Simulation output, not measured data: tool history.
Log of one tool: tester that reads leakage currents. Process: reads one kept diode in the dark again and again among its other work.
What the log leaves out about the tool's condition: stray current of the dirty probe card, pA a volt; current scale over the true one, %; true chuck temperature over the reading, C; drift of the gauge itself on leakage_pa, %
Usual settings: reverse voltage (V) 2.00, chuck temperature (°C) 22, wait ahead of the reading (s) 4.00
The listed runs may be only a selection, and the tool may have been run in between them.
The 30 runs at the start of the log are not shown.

run    hour  reverse voltage (V)  chuck temperature (°C)  wait ahead of the reading (s)  hours of work since the probe card was cleaned  hours of work since the tester was calibrated  hours of work since the chuck was calibrated  current that the tester gives (pA)
     4711.7  -- chuck's temperature calibrated
 31  4781.4                 5.55                      33                           2.47                                             423                                           1405                                            30                              325.23
 32  4952.0                 2.00                      34                           1.45                                             496                                           1478                                           103                              227.55
 33  5091.9                 2.00                      29                           1.09                                             555                                           1537                                           162                              154.78
 34  5189.3                 2.00                      25                           1.21                                             597                                           1579                                           204                              112.11
 35  5299.7                 2.00                      25                           1.21                                             644                                           1626                                           251                              111.78
 36  5483.6                 2.00                      35                           4.00                                             723                                           1705                                           330                              242.20
 37  5681.9                 2.60                      22                           0.32                                             807                                           1789                                           414                               97.67
 38  5883.2                 2.60                      22                           0.32                                             893                                           1875                                           500                               97.51
 39  5982.7                 2.60                      22                           0.32                                             936                                           1918                                           543                               96.88

Each row is a separate what-if for the run after 39, all from the same tool condition, not one after another. Results?
  A  6149.9                 6.87                      45                           0.32                                            1007                                           1989                                           614                                   ?
  B  6149.9                 2.60                      22                           5.28                                            1007                                           1989                                           614                                   ?
  C  6149.9                 7.03                      22                           0.43                                            1007                                           1989                                           614                                   ?

run  current that the tester gives (pA)
  A                              829.77
  B                               96.65
  C                              148.56
With no hidden state in the tool, these same runs would have given:
run  current that the tester gives (pA)
  A                              880.89
  B                              102.01
  C                              154.27
